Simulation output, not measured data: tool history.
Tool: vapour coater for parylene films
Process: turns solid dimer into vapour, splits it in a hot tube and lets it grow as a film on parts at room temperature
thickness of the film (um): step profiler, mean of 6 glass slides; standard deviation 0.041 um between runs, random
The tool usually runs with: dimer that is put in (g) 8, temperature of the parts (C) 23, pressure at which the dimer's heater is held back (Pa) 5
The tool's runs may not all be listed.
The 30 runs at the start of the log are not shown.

run	hour	dimer that is put in (g)	temperature of the parts (C)	pressure at which the dimer's heater is held back (Pa)	hours of work since the trap's valve was overhauled	hours of work since the table's thermometer was calibrated	thickness of the film (um)
31	687.1	8	22	6.57	306	645	4.09
32	708.2	8	22	6.57	325	664	4.04
33	726.7	11	21	7.93	342	680	5.65
34	746.3	8	26	3.63	360	698	3.87
35	767.8	8	32	4.13	379	717	3.24
36	793.4	3	32	7.89	402	740	1.14
37	811.6	3	32	7.89	418	756	1.14
38	834.8	3	32	7.89	439	777	1.13
39	855.4	3	18	7.89	458	796	1.61
40	879.1	4	26	11.36	479	817	1.67
41	892.1	6	28	8.93	491	829	2.41
42	906.7	8	31	6.74	504	842	3.02
# hour 924.3: trap's valve overhauled
43	928.5	13	19	8.41	4	858	7.65
44	958.9	9	17	6.6	31	885	5.75
45	981.7	8	32	2.89	52	906	3.6
46	1001.7	8	21	5	70	924	4.62

5 options for the next run, each taken on its own from the tool as it stands now. Forecast them:
A	1029	9	23	5	94	948	?
B	1029	8	22	5	94	948	?
C	1029	6	22	2.84	94	948	?
D	1029	10	29	4.47	94	948	?
E	1029	6	20	5.07	94	948	?

run	thickness of the film (um)
A	4.9
B	4.45
C	3.57
D	4.65
E	3.57
The same runs, with their run-to-run variation unchanged, on a tool lacking any hidden condition would have given:
run	thickness of the film (um)
A	5.01
B	4.55
C	3.65
D	4.75
E	3.64
